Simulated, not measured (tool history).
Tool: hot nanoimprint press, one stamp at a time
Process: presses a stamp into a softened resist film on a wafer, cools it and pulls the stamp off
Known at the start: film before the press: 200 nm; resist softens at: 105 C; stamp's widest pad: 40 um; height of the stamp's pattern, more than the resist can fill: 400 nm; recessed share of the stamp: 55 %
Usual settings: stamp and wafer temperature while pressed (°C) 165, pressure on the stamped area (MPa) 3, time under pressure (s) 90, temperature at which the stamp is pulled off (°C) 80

run	hour	stamp and wafer temperature while pressed (°C)	pressure on the stamped area (MPa)	time under pressure (s)	temperature at which the stamp is pulled off (°C)	resist left under the stamp's widest pad (Å)	greatest force while the stamp is pulled off (N)
1	0	165	3	90	80	699	194
2	23.7	165	3.38	90	80	672	195
3	60	165	3.38	112	80	616	191
# hour 65.6: plate thermocouple calibrated
4	88.1	165	3.38	112	80	597	195
5	106.4	165	3	105	80	662	196
6	130.9	165	3	90	79	699	198
7	158.5	165	3	112	80	652	196
8	194.3	165	3	90	80	705	186
9	220.5	165	3	90	80	717	201
10	258.2	165	3	62	80	822	200
11	287.4	165	3	62	80	832	186
12	322.9	165	3	62	70	814	208
13	346.7	165	3	152	80	547	192
# hour 380.5: press's hydraulic seals changed and the load cell set to zero
14	391.1	165	3	152	80	557	190
15	428.2	165	3	152	80	558	197
16	465.6	165	3.18	152	80	540	193
17	499.4	165	3.18	152	80	547	190
18	529.7	165	4.12	90	66	610	219
# hour 561.8: stamp cleaned and given a new release coat
19	562.4	165	4.12	90	66	612	211
20	595.4	165	4.12	90	66	605	215
21	621.3	158	4.59	157	66	603	224
22	659.2	168	4.59	89	87	499	180

Run 23 comes next. What will it give?
23	698	165	2.5	65	80	?	?

{"run 23": {"resist left under the stamp's widest pad (Å)": 882, "greatest force while the stamp is pulled off (N)": 190}}
Without the tool's hidden state the same run would have given resist left under the stamp's widest pad (Å) 880, greatest force while the stamp is pulled off (N) 189.

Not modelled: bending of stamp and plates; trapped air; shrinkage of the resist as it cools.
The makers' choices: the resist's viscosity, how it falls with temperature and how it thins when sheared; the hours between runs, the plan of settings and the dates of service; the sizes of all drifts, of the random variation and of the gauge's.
